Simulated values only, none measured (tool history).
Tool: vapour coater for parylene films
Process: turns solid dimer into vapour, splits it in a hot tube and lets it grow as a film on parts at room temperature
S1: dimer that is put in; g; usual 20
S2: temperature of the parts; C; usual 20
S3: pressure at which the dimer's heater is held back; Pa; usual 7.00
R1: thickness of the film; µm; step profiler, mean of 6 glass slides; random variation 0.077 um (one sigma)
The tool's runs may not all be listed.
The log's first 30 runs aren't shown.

| run | hour | S1 | S2 | S3 | R1 |
|---|---|---|---|---|---|
| 31 | 750.6 | 25 | 28 | 7.00 | 7.31 |
| 32 | 770.8 | 25 | 28 | 7.00 | 7.24 |
| 33 | 789.5 | 15 | 24 | 7.00 | 5.40 |
| 34 | 817.4 | 20 | 17 | 2.86 | 11.78 |
| 35 | 848.1 | 35 | 20 | 4.50 | 16.04 |
| 36 | 862.8 | 12 | 25 | 2.30 | 4.86 |
| 37 | 885.6 | 12 | 25 | 2.30 | 4.85 |
| 38 | 915.4 | 9 | 23 | 4.26 | 3.59 |
| 39 | 935.7 | 9 | 23 | 4.26 | 3.56 |
| 40 | 958.4 | 9 | 23 | 4.26 | 3.50 |
| 41 | 983.5 | 9 | 23 | 11.59 | 2.96 |
| 42 | 1010.5 | 9 | 23 | 11.59 | 2.90 |
| 43 | 1038.7 | 9 | 23 | 11.59 | 2.86 |
| 44 | 1064.1 | 20 | 15 | 9.52 | 9.91 |
| 45 | 1093.3 | 35 | 21 | 6.39 | 13.60 |
| 46 | 1114.5 | 20 | 20 | 5.52 | 8.46 |
|  | 1132.0 | trap's valve overhauled |
| 47 | 1140.1 | 20 | 20 | 7.69 | 8.65 |
| 48 | 1165.3 | 20 | 20 | 7.69 | 8.68 |

3 ways to go on from here, each from the tool as it stands after run 48. What would each give?
| A | 1197.9 | 34 | 21 | 7.69 | ? |
| B | 1197.9 | 10 | 18 | 5.85 | ? |
| C | 1197.9 | 19 | 26 | 7.00 | ? |

| run | R1 |
|---|---|
| A | 13.94 |
| B | 4.97 |
| C | 6.09 |
Without the tool's hidden state the same runs would have given:
| run | R1 |
|---|---|
| A | 14.93 |
| B | 5.32 |
| C | 6.52 |
